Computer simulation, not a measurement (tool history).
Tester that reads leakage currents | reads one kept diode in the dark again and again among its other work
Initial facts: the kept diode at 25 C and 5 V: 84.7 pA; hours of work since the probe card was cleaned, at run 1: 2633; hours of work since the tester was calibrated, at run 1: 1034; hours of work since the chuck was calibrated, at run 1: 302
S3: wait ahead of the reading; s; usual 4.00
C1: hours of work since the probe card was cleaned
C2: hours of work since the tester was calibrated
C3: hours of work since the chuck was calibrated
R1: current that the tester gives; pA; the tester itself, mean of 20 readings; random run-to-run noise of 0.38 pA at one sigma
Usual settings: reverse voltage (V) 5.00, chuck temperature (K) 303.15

Run 1, hour 0.0: usual settings; C1 2633; C2 1034; C3 302. Result: R1 127.28 pA.
Run 2, hour 108.6: usual settings; C1 2681; C2 1082; C3 351. Result: R1 127.47 pA.
Run 3, hour 161.3: usual settings; C1 2704; C2 1106; C3 374. Result: R1 126.93 pA.
Run 4, hour 209.9: usual settings; C1 2726; C2 1127; C3 395. Result: R1 126.62 pA.
Run 5, hour 259.9: usual settings but S3 0.71 s; C1 2748; C2 1149; C3 418. Result: R1 127.45 pA.
Run 6, hour 331.4: usual settings but S3 0.71 s; C1 2779; C2 1181; C3 449. Result: R1 127.33 pA.
Run 7, hour 444.9: usual settings but S3 0.71 s; C1 2830; C2 1231; C3 500. Result: R1 126.44 pA.
Run 8, hour 516.5: usual settings but S3 0.71 s; C1 2862; C2 1263; C3 531. Result: R1 125.78 pA.
Run 9, hour 615.5: usual settings but S3 0.71 s; C1 2905; C2 1307; C3 575. Result: R1 125.31 pA.
Run 10, hour 716.1: usual settings but S3 0.54 s; C1 2950; C2 1352; C3 620. Result: R1 125.04 pA.
Run 11, hour 800.6: usual settings but chuck temperature (K) 314.15; C1 2988; C2 1389; C3 657. Result: R1 264.55 pA.
Run 12, hour 857.9: usual settings but S3 1.85 s; C1 3013; C2 1415; C3 683. Result: R1 123.42 pA.
Run 13, hour 910.3: usual settings; C1 3036; C2 1438; C3 706. Result: R1 122.44 pA.
Run 14, hour 993.2: usual settings; C1 3073; C2 1475; C3 743. Result: R1 123.15 pA.
Run 15, hour 1061.1: usual settings; C1 3103; C2 1505; C3 773. Result: R1 121.74 pA.
Run 16, hour 1166.3: usual settings; C1 3150; C2 1551; C3 819. Result: R1 122.31 pA.
Run 17, hour 1248.9: usual settings; C1 3186; C2 1588; C3 856. Result: R1 121.27 pA.
At hour 1258.5: tester calibrated.
Run 18, hour 1320.3: usual settings; C1 3217; C2 27; C3 887. Result: R1 120.60 pA.
Run 19, hour 1367.9: usual settings but S3 2.64 s; C1 3238; C2 49; C3 908. Result: R1 120.52 pA.
Run 20, hour 1453.2: usual settings but S3 3.21 s; C1 3276; C2 86; C3 946. Result: R1 120.45 pA.
At hour 1521.4: tester calibrated, once more.
Run 21, hour 1547.1: usual settings but reverse voltage (V) 1.74, chuck temperature (K) 299.15; C1 3317; C2 11; C3 987. Result: R1 52.88 pA.
Run 22, hour 1623.5: usual settings but reverse voltage (V) 1.79, chuck temperature (K) 299.15; C1 3351; C2 45; C3 1020. Result: R1 53.27 pA.
Run 23, hour 1683.7: usual settings but reverse voltage (V) 1.79, chuck temperature (K) 299.15; C1 3377; C2 72; C3 1047. Result: R1 52.97 pA.
Run 24, hour 1749.0: usual settings but reverse voltage (V) 1.79, chuck temperature (K) 299.15; C1 3406; C2 101; C3 1076. Result: R1 53.17 pA.
Run 25, hour 1850.3: usual settings but chuck temperature (K) 299.15, S3 4.80 s; C1 3451; C2 146; C3 1121. Result: R1 89.72 pA.
Run 26, hour 1927.8: usual settings but reverse voltage (V) 6.16, chuck temperature (K) 306.15; C1 3486; C2 180; C3 1155. Result: R1 162.87 pA.
Run 27, hour 2029.1: usual settings but chuck temperature (K) 330.15, S3 5.83 s; C1 3531; C2 225; C3 1200. Result: R1 713.49 pA.

What will run 28 give?
At hour 2057.8: chuck's temperature calibrated.
Run 28, hour 2137.1: usual settings but chuck temperature (K) 330.15, S3 5.83 s; C1 3577; C2 272; C3 35. Result: R1 ?.

Run 28 produced R1 785.38 pA.
If the tool had no hidden condition, the same run with the same run-to-run variation would have returned R1 791.49 pA.
